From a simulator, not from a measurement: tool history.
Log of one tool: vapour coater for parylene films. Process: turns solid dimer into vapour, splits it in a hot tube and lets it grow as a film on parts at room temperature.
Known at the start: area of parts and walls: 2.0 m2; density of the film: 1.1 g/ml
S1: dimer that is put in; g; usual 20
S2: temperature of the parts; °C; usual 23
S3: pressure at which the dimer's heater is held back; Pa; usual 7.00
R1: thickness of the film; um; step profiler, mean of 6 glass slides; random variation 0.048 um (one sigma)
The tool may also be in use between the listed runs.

{"run": 1, "hour": 0.0, "S1": 20, "S2": 23, "S3": 7.0, "R1": 5.58}
{"run": 2, "hour": 11.0, "S1": 20, "S2": 23, "S3": 2.14, "R1": 6.91}
{"run": 3, "hour": 19.6, "S1": 20, "S2": 23, "S3": 7.89, "R1": 5.31}
{"run": 4, "hour": 37.0, "S1": 20, "S2": 23, "S3": 7.89, "R1": 5.31}
{"run": 5, "hour": 45.5, "S1": 20, "S2": 23, "S3": 10.3, "R1": 5.05}
{"run": 6, "hour": 64.5, "S1": 26, "S2": 23, "S3": 10.3, "R1": 6.51}
{"run": 7, "hour": 76.3, "S1": 20, "S2": 23, "S3": 7.0, "R1": 5.45}
{"hour": 81.2, "done": "trap's valve overhauled"}
{"run": 8, "hour": 90.1, "S1": 20, "S2": 23, "S3": 7.0, "R1": 5.42}
{"run": 9, "hour": 106.3, "S1": 17, "S2": 21, "S3": 7.0, "R1": 5.2}
{"run": 10, "hour": 126.9, "S1": 17, "S2": 21, "S3": 7.0, "R1": 5.05}
{"run": 11, "hour": 145.9, "S1": 9, "S2": 19, "S3": 10.09, "R1": 2.74}
{"run": 12, "hour": 159.7, "S1": 9, "S2": 19, "S3": 10.09, "R1": 2.77}

The next listed run, before its measurement:
{"run": 13, "hour": 177.3, "S1": 34, "S2": 29, "S3": 2.95, "R1": "?"}

Run 13 gave R1 8.37 um.
Without the tool's hidden state the same run would have given R1 8.37 um.
